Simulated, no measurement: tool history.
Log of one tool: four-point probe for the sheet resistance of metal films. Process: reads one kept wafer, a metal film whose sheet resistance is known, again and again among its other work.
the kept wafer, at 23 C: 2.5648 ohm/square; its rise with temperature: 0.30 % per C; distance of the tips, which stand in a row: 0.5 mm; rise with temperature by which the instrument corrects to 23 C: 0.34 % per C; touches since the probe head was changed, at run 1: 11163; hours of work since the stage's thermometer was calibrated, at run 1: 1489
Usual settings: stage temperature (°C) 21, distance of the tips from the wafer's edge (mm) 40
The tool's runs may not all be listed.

| run | hour | stage temperature (°C) | distance of the tips from the wafer's edge (mm) | touches since the probe head was changed | hours of work since the stage's thermometer was calibrated | sheet resistance as the instrument gives it (ohm/square) |
|---|---|---|---|---|---|---|
| 1 | 0.0 | 21 | 40 | 11163 | 1489 | 2.560207 |
| 2 | 25.7 | 21 | 40 | 11991 | 1508 | 2.559553 |
| 3 | 44.6 | 22 | 40 | 12602 | 1522 | 2.559490 |
| 4 | 66.3 | 20 | 40 | 13299 | 1539 | 2.561024 |
| 5 | 89.7 | 21 | 40 | 14055 | 1556 | 2.560141 |
| 6 | 125.2 | 21 | 13 | 15200 | 1583 | 2.562246 |
| 7 | 165.8 | 21 | 8 | 16506 | 1613 | 2.564452 |
| 8 | 188.3 | 21 | 8 | 17233 | 1630 | 2.565672 |
| 9 | 210.5 | 21 | 40 | 17949 | 1647 | 2.559233 |
| 10 | 249.0 | 21 | 9 | 19190 | 1675 | 2.562982 |
| 11 | 270.7 | 21 | 9 | 19888 | 1692 | 2.563027 |
| 12 | 300.6 | 21 | 9 | 20854 | 1714 | 2.564054 |
| 13 | 319.6 | 28 | 47 | 21464 | 1728 | 2.550194 |
|  | 358.9 | stage's thermometer calibrated |
| 14 | 365.4 | 28 | 47 | 22926 | 5 | 2.548257 |
| 15 | 396.2 | 29 | 9 | 23917 | 28 | 2.551248 |
| 16 | 422.4 | 29 | 9 | 24761 | 48 | 2.552073 |
| 17 | 442.0 | 20 | 72 | 25395 | 62 | 2.557563 |
| 18 | 463.3 | 25 | 15 | 26080 | 78 | 2.553053 |
| 19 | 484.2 | 25 | 15 | 26754 | 94 | 2.552436 |
| 20 | 528.8 | 32 | 8 | 28193 | 127 | 2.548464 |
| 21 | 566.3 | 19 | 8 | 29400 | 155 | 2.563984 |
| 22 | 608.8 | 19 | 8 | 30770 | 187 | 2.563888 |
| 23 | 639.5 | 19 | 8 | 31762 | 210 | 2.563412 |
| 24 | 661.9 | 31 | 26 | 32484 | 227 | 2.545254 |

Hidden state or all else? Some run-to-run changes of sheet resistance as the instrument gives it (ohm/square), split into what the settings, what came in and random variation would give without the hidden state, and what is left for the hidden state (with any gauge scatter that isn't in both results):
The hidden state here: inner tips' distance over the nominal, %; tips' flats over new ones', %; wafer's true temperature over the reading, C; drift of the gauge itself on sheet_ohm, %.
Run 13 -> 14: stage's thermometer calibrated. sheet resistance as the instrument gives it (ohm/square) -0.001937: hidden state -0.002181, all else +0.000244.
Run 20 -> 21: stage temperature (°C) 32 -> 19. sheet resistance as the instrument gives it (ohm/square) +0.015520: hidden state -0.000156, all else +0.015676.
Run 23 -> 24: stage temperature (°C) 19 -> 31, distance of the tips from the wafer's edge (mm) 8 -> 26. sheet resistance as the instrument gives it (ohm/square) -0.018158: hidden state +0.000019, all else -0.018177.

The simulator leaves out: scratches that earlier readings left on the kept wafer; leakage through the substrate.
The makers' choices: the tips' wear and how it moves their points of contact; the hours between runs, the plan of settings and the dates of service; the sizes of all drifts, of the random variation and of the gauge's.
